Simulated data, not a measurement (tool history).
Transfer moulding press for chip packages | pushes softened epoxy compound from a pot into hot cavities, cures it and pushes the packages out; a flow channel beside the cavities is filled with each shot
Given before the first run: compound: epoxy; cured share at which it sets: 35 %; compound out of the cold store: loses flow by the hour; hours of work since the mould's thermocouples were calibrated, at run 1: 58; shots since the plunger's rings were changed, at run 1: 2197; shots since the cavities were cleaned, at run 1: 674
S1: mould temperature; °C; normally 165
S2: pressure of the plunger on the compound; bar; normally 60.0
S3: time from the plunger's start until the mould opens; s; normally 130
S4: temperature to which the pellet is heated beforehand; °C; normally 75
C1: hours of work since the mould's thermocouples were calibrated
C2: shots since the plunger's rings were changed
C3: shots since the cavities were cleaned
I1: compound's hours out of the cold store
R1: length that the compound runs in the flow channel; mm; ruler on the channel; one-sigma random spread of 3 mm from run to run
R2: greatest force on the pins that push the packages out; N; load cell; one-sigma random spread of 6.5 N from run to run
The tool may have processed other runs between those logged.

{"run": 1, "hour": 0.0, "S1": 165, "S2": 60.0, "S3": 130, "S4": 75, "C1": 58, "C2": 2197, "C3": 674, "I1": 19.4, "R1": 751, "R2": 381}
{"run": 2, "hour": 6.3, "S1": 165, "S2": 60.0, "S3": 130, "S4": 75, "C1": 61, "C2": 2247, "C3": 724, "I1": 32.9, "R1": 685, "R2": 395}
{"run": 3, "hour": 15.8, "S1": 165, "S2": 60.0, "S3": 130, "S4": 75, "C1": 67, "C2": 2323, "C3": 800, "I1": 43.0, "R1": 642, "R2": 392}
{"run": 4, "hour": 26.5, "S1": 165, "S2": 60.0, "S3": 116, "S4": 75, "C1": 73, "C2": 2407, "C3": 884, "I1": 19.6, "R1": 749, "R2": 479}
{"hour": 28.9, "done": "cavities cleaned with cleaning compound and waxed"}
{"run": 5, "hour": 33.8, "S1": 165, "S2": 60.0, "S3": 116, "S4": 75, "C1": 76, "C2": 2454, "C3": 39, "I1": 22.1, "R1": 737, "R2": 312}
{"run": 6, "hour": 41.0, "S1": 165, "S2": 60.0, "S3": 116, "S4": 75, "C1": 80, "C2": 2511, "C3": 96, "I1": 23.8, "R1": 724, "R2": 325}
{"run": 7, "hour": 48.1, "S1": 165, "S2": 60.0, "S3": 116, "S4": 75, "C1": 84, "C2": 2567, "C3": 152, "I1": 30.9, "R1": 686, "R2": 348}
{"run": 8, "hour": 58.6, "S1": 165, "S2": 60.0, "S3": 116, "S4": 75, "C1": 90, "C2": 2651, "C3": 236, "I1": 37.3, "R1": 659, "R2": 367}
{"run": 9, "hour": 66.3, "S1": 165, "S2": 60.0, "S3": 130, "S4": 75, "C1": 95, "C2": 2712, "C3": 297, "I1": 16.2, "R1": 761, "R2": 358}
{"run": 10, "hour": 75.0, "S1": 165, "S2": 60.0, "S3": 130, "S4": 75, "C1": 100, "C2": 2781, "C3": 366, "I1": 12.3, "R1": 777, "R2": 353}
{"run": 11, "hour": 84.4, "S1": 165, "S2": 74.5, "S3": 130, "S4": 75, "C1": 105, "C2": 2856, "C3": 441, "I1": 21.8, "R1": 819, "R2": 355}
{"hour": 88.5, "done": "plunger's sealing rings changed"}
{"run": 12, "hour": 96.7, "S1": 165, "S2": 74.5, "S3": 130, "S4": 75, "C1": 111, "C2": 65, "C3": 519, "I1": 43.9, "R1": 744, "R2": 357}
{"run": 13, "hour": 106.4, "S1": 165, "S2": 48.2, "S3": 130, "S4": 75, "C1": 116, "C2": 142, "C3": 596, "I1": 35.3, "R1": 627, "R2": 368}
{"run": 14, "hour": 114.7, "S1": 165, "S2": 48.2, "S3": 130, "S4": 75, "C1": 121, "C2": 208, "C3": 662, "I1": 47.5, "R1": 581, "R2": 393}
{"run": 15, "hour": 119.3, "S1": 165, "S2": 48.2, "S3": 130, "S4": 75, "C1": 124, "C2": 245, "C3": 699, "I1": 43.7, "R1": 594, "R2": 395}
{"run": 16, "hour": 126.6, "S1": 164, "S2": 74.5, "S3": 130, "S4": 75, "C1": 128, "C2": 302, "C3": 756, "I1": 34.4, "R1": 785, "R2": 417}
{"run": 17, "hour": 131.2, "S1": 171, "S2": 46.5, "S3": 120, "S4": 65, "C1": 130, "C2": 339, "C3": 793, "I1": 29.0, "R1": 629, "R2": 372}
{"run": 18, "hour": 141.1, "S1": 165, "S2": 60.0, "S3": 132, "S4": 69, "C1": 136, "C2": 418, "C3": 872, "I1": 8.3, "R1": 834, "R2": 401}
{"hour": 145.3, "done": "cavities cleaned with cleaning compound and waxed"}
{"run": 19, "hour": 151.3, "S1": 165, "S2": 60.0, "S3": 130, "S4": 76, "C1": 141, "C2": 487, "C3": 48, "I1": 40.3, "R1": 675, "R2": 274}
{"hour": 153.8, "done": "mould's thermocouples calibrated"}
{"run": 20, "hour": 162.5, "S1": 165, "S2": 47.9, "S3": 130, "S4": 76, "C1": 5, "C2": 560, "C3": 121, "I1": 26.1, "R1": 663, "R2": 308}
{"run": 21, "hour": 169.6, "S1": 159, "S2": 45.4, "S3": 130, "S4": 76, "C1": 9, "C2": 617, "C3": 178, "I1": 22.3, "R1": 672, "R2": 429}
{"run": 22, "hour": 178.6, "S1": 159, "S2": 45.4, "S3": 130, "S4": 76, "C1": 14, "C2": 688, "C3": 249, "I1": 38.8, "R1": 601, "R2": 423}
{"run": 23, "hour": 185.2, "S1": 165, "S2": 60.0, "S3": 137, "S4": 75, "C1": 18, "C2": 740, "C3": 301, "I1": 35.1, "R1": 696, "R2": 331}
{"run": 24, "hour": 193.2, "S1": 166, "S2": 47.9, "S3": 137, "S4": 75, "C1": 22, "C2": 804, "C3": 365, "I1": 14.5, "R1": 713, "R2": 344}
{"run": 25, "hour": 202.4, "S1": 166, "S2": 47.9, "S3": 138, "S4": 67, "C1": 28, "C2": 877, "C3": 438, "I1": 39.8, "R1": 599, "R2": 353}
{"hour": 210.4, "done": "mould's thermocouples calibrated, once more"}
{"run": 26, "hour": 215.1, "S1": 168, "S2": 67.4, "S3": 127, "S4": 75, "C1": 3, "C2": 962, "C3": 523, "I1": 40.6, "R1": 703, "R2": 360}
{"run": 27, "hour": 225.3, "S1": 168, "S2": 67.4, "S3": 127, "S4": 75, "C1": 8, "C2": 1043, "C3": 604, "I1": 39.8, "R1": 708, "R2": 355}
{"run": 28, "hour": 234.7, "S1": 165, "S2": 60.0, "S3": 130, "S4": 74, "C1": 14, "C2": 1118, "C3": 679, "I1": 8.4, "R1": 829, "R2": 393}
{"run": 29, "hour": 244.5, "S1": 165, "S2": 60.0, "S3": 136, "S4": 74, "C1": 19, "C2": 1195, "C3": 756, "I1": 18.9, "R1": 762, "R2": 373}
{"run": 30, "hour": 252.2, "S1": 165, "S2": 60.0, "S3": 120, "S4": 71, "C1": 24, "C2": 1257, "C3": 818, "I1": 10.0, "R1": 814, "R2": 435}

Some steps in R1, run to run, broken into two amounts with sign: the step expected even without the hidden condition (settings, incoming material, random variation), and the rest, left for the hidden condition together with whatever gauge scatter is not in both the measured and the hidden-condition-free result:
The hidden state here: true mould temperature over the reading, C; pressure that reaches the compound, % of what is set; grip of the stained cavities, % over clean ones'; drift of the gauge itself on flow_mm, %; drift of the gauge itself on push_out_n, %.
Run 3 -> 4: S3 130 -> 116. R1 +107 mm: hidden state -6, all else +113.
Run 8 -> 9: S3 116 -> 130. R1 +102 mm: hidden state -6, all else +108.
Run 11 -> 12: plunger's sealing rings changed. R1 -75 mm: hidden state +39, all else -114.
Run 15 -> 16: S1 165 -> 164, S2 48.2 -> 74.5. R1 +191 mm: hidden state -2, all else +193.
Run 17 -> 18: S1 171 -> 165, S2 46.5 -> 60.0, S3 120 -> 132, S4 65 -> 69. R1 +205 mm: hidden state -3, all else +208.
Run 18 -> 19: S3 132 -> 130, S4 69 -> 76, cavities cleaned with cleaning compound and waxed. R1 -159 mm: hidden state +1, all else -160.

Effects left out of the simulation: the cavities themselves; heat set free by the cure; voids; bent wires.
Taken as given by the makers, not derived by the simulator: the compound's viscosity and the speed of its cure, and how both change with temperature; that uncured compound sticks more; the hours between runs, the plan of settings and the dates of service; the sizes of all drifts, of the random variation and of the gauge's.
